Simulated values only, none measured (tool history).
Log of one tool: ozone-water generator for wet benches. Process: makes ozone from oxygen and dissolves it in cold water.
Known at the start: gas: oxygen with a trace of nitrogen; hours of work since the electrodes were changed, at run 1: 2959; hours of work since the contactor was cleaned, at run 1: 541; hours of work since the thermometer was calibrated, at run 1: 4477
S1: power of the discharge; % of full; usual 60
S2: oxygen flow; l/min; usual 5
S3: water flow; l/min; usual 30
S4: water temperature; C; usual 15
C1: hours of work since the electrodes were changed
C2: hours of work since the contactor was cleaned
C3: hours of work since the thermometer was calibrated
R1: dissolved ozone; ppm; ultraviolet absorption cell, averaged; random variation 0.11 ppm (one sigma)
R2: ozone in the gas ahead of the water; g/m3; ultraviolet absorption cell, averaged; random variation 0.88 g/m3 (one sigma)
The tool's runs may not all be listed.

Run 1, day 0: usual settings; C1 2959; C2 541; C3 4477. Result: R1 9.4 ppm, R2 145.1 g/m3.
Run 2, day 3.429: usual settings; C1 3017; C2 600; C3 4536. Result: R1 9.5 ppm, R2 145.5 g/m3.
Run 3, day 6.421: usual settings; C1 3069; C2 651; C3 4587. Result: R1 9.4 ppm, R2 145.9 g/m3.
Run 4, day 8.538: usual settings; C1 3105; C2 688; C3 4624. Result: R1 9.6 ppm, R2 146.1 g/m3.
Run 5, day 10.571: usual settings; C1 3140; C2 723; C3 4658. Result: R1 9.6 ppm, R2 144.7 g/m3.
Run 6, day 13.2: usual settings but S3 46 l/min; C1 3185; C2 768; C3 4703. Result: R1 5.8 ppm, R2 146.8 g/m3.
Run 7, day 15.221: usual settings but S1 49 % of full; C1 3219; C2 802; C3 4738. Result: R1 7.9 ppm, R2 124.8 g/m3.
Run 8, day 19.362: usual settings; C1 3290; C2 873; C3 4809. Result: R1 9.6 ppm, R2 146.5 g/m3.
At day 20.933: water thermometer calibrated.
Run 9, day 23.679: usual settings but S2 3.14 l/min; C1 3364; C2 947; C3 47. Result: R1 8.8 ppm, R2 197.7 g/m3.
Run 10, day 27.929: usual settings but S2 3.14 l/min; C1 3437; C2 1019; C3 120. Result: R1 9 ppm, R2 196.7 g/m3.
Run 11, day 31.504: usual settings but S1 67 % of full, S2 3.14 l/min; C1 3498; C2 1081; C3 181. Result: R1 9.9 ppm, R2 212.5 g/m3.
Run 12, day 35.417: usual settings but S1 41 % of full, S2 3.64 l/min, S3 43 l/min, S4 8 C; C1 3565; C2 1148; C3 248. Result: R1 4.6 ppm, R2 133.1 g/m3.
Run 13, day 39.362: usual settings but S1 70 % of full, S2 3.64 l/min, S3 43 l/min, S4 20 C; C1 3632; C2 1215; C3 316. Result: R1 6.3 ppm, R2 200.7 g/m3.
Run 14, day 42.058: usual settings but S1 70 % of full, S2 3.64 l/min, S3 43 l/min, S4 20 C; C1 3679; C2 1261; C3 362. Result: R1 6.2 ppm, R2 199.7 g/m3.
Run 15, day 45.296: usual settings but S1 64 % of full, S2 3.64 l/min, S3 43 l/min, S4 20 C; C1 3734; C2 1317; C3 417. Result: R1 6.1 ppm, R2 186.9 g/m3.
Run 16, day 49.454: usual settings but S1 64 % of full, S2 3.64 l/min, S3 43 l/min, S4 20 C; C1 3805; C2 1388; C3 488. Result: R1 6 ppm, R2 187.4 g/m3.
Run 17, day 51.45: usual settings but S1 64 % of full, S2 3.64 l/min, S3 42 l/min, S4 20 C; C1 3839; C2 1422; C3 523. Result: R1 6.3 ppm, R2 187.7 g/m3.
Run 18, day 54.833: usual settings but S1 64 % of full, S2 3.64 l/min, S3 42 l/min, S4 20 C; C1 3897; C2 1480; C3 580. Result: R1 6.3 ppm, R2 186.3 g/m3.

5 ways to go on from here, each from the tool as it stands after run 18. What would each give?
Run A, day 58.133: usual settings but S1 64 % of full, S2 3.64 l/min, S3 42 l/min, S4 21 C; C1 3954; C2 1537; C3 637. Result: R1 ?, R2 ?.
Run B, day 58.133: usual settings but S1 64 % of full, S2 5.18 l/min, S3 42 l/min, S4 23 C; C1 3954; C2 1537; C3 637. Result: R1 ?, R2 ?.
Run C, day 58.133: usual settings but S1 81 % of full, S2 2.88 l/min, S3 42 l/min, S4 20 C; C1 3954; C2 1537; C3 637. Result: R1 ?, R2 ?.
Run D, day 58.133: usual settings but S4 9 C; C1 3954; C2 1537; C3 637. Result: R1 ?, R2 ?.
Run E, day 58.133: usual settings but S2 3.31 l/min, S3 24 l/min, S4 9 C; C1 3954; C2 1537; C3 637. Result: R1 ?, R2 ?.

run    R1     R2
  A   6.1    187
  B   6.3  149.9
  C   7.1  259.4
  D   9.9  145.8
  E  12.3  189.1
Without the tool's hidden state the same runs would have given:
run    R1     R2
  A   6.1  187.2
  B   6.3    150
  C   7.1  259.7
  D   9.9    146
  E  12.3  189.2
